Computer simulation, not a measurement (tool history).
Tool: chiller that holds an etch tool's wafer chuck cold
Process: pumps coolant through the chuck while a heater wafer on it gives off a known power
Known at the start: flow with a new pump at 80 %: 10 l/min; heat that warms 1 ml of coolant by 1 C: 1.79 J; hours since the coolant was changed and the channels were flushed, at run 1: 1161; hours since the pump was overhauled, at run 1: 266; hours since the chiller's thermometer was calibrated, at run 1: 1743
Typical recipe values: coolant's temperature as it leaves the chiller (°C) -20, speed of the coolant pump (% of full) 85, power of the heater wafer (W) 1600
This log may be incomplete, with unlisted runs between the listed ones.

run,hour,coolant's temperature as it leaves the chiller (°C),speed of the coolant pump (% of full),power of the heater wafer (W),hours since the coolant was changed and the channels were flushed,hours since the pump was overhauled,hours since the chiller's thermometer was calibrated,chuck's temperature once it has settled (°C),how much warmer the coolant comes back (C)
1,0,-20,85,1600,1161,266,1743,-3.2,5.06
2,70,-20,85,1600,1231,336,1813,-2.9,5.1
3,167.1,-20,85,1600,1328,433,1910,-2.9,5.06
4,229.6,-20,85,1600,1391,495,1973,-2.7,5.12
5,296.4,-20,85,1600,1458,562,2040,-3,5.11
6,369.5,-20,85,2320,1531,635,2113,4.8,7.48
7,498.3,-20,85,2320,1660,764,2242,5,7.54
8,567.5,-20,62,1600,1729,833,2311,0.7,7.2
9,632.5,-20,85,1600,1794,898,2376,-2.5,5.24
10,689.4,-20,85,1600,1851,955,2433,-2.5,5.22
11,781.2,-20,70,1600,1943,1047,2525,-0.4,6.44
# hour 795.1: chiller's thermometer calibrated
12,904.7,-20,85,2047,2065,1170,110,2.6,6.81
13,967.9,-20,85,2047,2128,1233,173,2.6,6.81
14,1097.2,-30,85,1600,2258,1362,302,-12,5.34
15,1192.9,-30,85,1600,2353,1458,398,-12.1,5.39
16,1282,-30,85,1600,2442,1547,487,-11.8,5.39
# hour 1306.1: chiller's thermometer calibrated, once more
17,1356.2,-16,67,1600,2516,1620,50,4.3,6.86
18,1427,-21,77,2252,2586,1691,121,5.7,8.44
19,1539.5,-13,92,893,2699,1803,233,-3.3,2.81
20,1596.4,-27,92,893,2756,1860,290,-17.3,2.78
21,1688.5,-27,92,893,2848,1952,382,-17.3,2.85
22,1822.3,-12,75,878,2982,2086,516,-1.1,3.47
23,1895.7,-11,63,878,3055,2160,590,1.1,4.12
24,2004.1,-11,63,878,3163,2268,698,1,4.19
# hour 2016.6: coolant changed, channels flushed
25,2084.2,-10,78,1600,68,2342,772,7.6,6.09
26,2214.6,-24,71,2345,198,2472,903,3.4,9.84

Take each entry between the runs: how does the hidden state at the last listed run before it differ from the hidden state at the first listed run after it?
Runs 11 to 12: chiller's thermometer calibrated (hour 795.1)
  heat passed by the chuck's channels, % of clean ones': 92.1 -> 91.7; flow at a given pump speed, % of a new pump's: 96.1 -> 95.5; coolant's true temperature over the reading, C: 0.32 -> 0.39
  measured value less the no-hidden-state value, chuck's temperature once it has settled (°C): +2 -> +2.4; how much warmer the coolant comes back (C): +0.25 -> +0.31
Runs 16 to 17: chiller's thermometer calibrated, once more (hour 1306.1)
  heat passed by the chuck's channels, % of clean ones': 90.3 -> 90; flow at a given pump speed, % of a new pump's: 94 -> 93.6; coolant's true temperature over the reading, C: 0.44 -> -0.01
  measured value less the no-hidden-state value, chuck's temperature once it has settled (°C): +2.4 -> +2.2; how much warmer the coolant comes back (C): +0.32 -> +0.44
Runs 24 to 25: coolant changed, channels flushed (hour 2016.6)
  heat passed by the chuck's channels, % of clean ones': 87.6 -> 99.4; flow at a given pump speed, % of a new pump's: 91 -> 90.7; coolant's true temperature over the reading, C: 0.08 -> 0.09
  measured value less the no-hidden-state value, chuck's temperature once it has settled (°C): +1.8 -> +1.1; how much warmer the coolant comes back (C): +0.38 -> +0.57
